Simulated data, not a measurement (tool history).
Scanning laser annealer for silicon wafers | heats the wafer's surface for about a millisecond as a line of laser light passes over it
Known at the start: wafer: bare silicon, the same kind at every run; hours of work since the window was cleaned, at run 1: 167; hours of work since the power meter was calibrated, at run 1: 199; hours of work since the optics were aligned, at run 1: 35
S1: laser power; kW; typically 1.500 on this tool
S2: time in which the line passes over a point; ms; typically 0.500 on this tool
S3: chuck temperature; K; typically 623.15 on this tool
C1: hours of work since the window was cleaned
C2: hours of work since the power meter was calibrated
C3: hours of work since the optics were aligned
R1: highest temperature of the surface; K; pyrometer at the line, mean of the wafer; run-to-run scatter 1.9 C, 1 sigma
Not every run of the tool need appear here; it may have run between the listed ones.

run    day     S1     S2      S3   C1   C2  C3       R1
  1  0.000  1.500  0.500  623.15  167  199  35  1418.15
  2  0.267  1.500  0.500  623.15  170  202  38  1412.15
  3  0.546  1.500  0.500  623.15  173  205  41  1416.15
  4  0.988  1.500  0.500  623.15  178  210  46  1411.15
  5  1.442  1.323  0.500  623.15  184  216  51  1293.15
  6  1.738  1.500  0.500  598.15  187  219  55  1388.15
  7  2.158  1.500  0.500  609.15  192  224  60  1400.15
  8  2.754  1.500  0.500  609.15  199  231  67  1397.15
     2.992  -- optics aligned, line set to its width
  9  3.396  1.500  0.500  609.15  204  236   5  1392.15
 10  3.821  1.500  0.500  597.15  209  241  10  1384.15
 11  4.346  1.500  0.505  623.15  215  247  16  1410.15
 12  4.825  1.500  0.619  601.15  220  252  21  1456.15
 13  5.112  1.500  0.619  639.15  224  255  24  1496.15
     5.688  -- optics aligned, line set to its width, once more
 14  5.917  1.289  0.500  618.15  230  262   3  1262.15
 15  6.467  1.531  0.583  618.15  237  269   9  1480.15
 16  6.775  1.531  0.583  618.15  240  272  13  1477.15
 17  7.321  1.613  0.583  604.15  247  278  19  1522.15
 18  7.883  1.613  0.583  604.15  253  285  25  1524.15
 19  8.446  1.335  0.557  633.15  260  291  32  1336.15
 20  8.717  1.335  0.557  633.15  263  295  35  1338.15
 21  9.083  1.414  0.360  661.15  267  299  39  1292.15

Alternative continuations, all from the tool just after run 21; predict every row:
  A  9.458  1.509  0.360  661.15  271  303  43   ?
  B  9.458  1.500  0.524  592.15  271  303  43   ?
  C  9.458  1.500  0.500  613.15  271  303  43   ?
  D  9.458  1.642  0.520  637.15  271  303  43   ?
  E  9.458  1.388  0.360  661.15  271  303  43   ?

run       R1
  A  1348.15
  B  1390.15
  C  1394.15
  D  1528.15
  E  1279.15
Had the tool no hidden state, the same runs would have come out as:
run       R1
  A  1371.15
  B  1417.15
  C  1421.15
  D  1558.15
  E  1300.15

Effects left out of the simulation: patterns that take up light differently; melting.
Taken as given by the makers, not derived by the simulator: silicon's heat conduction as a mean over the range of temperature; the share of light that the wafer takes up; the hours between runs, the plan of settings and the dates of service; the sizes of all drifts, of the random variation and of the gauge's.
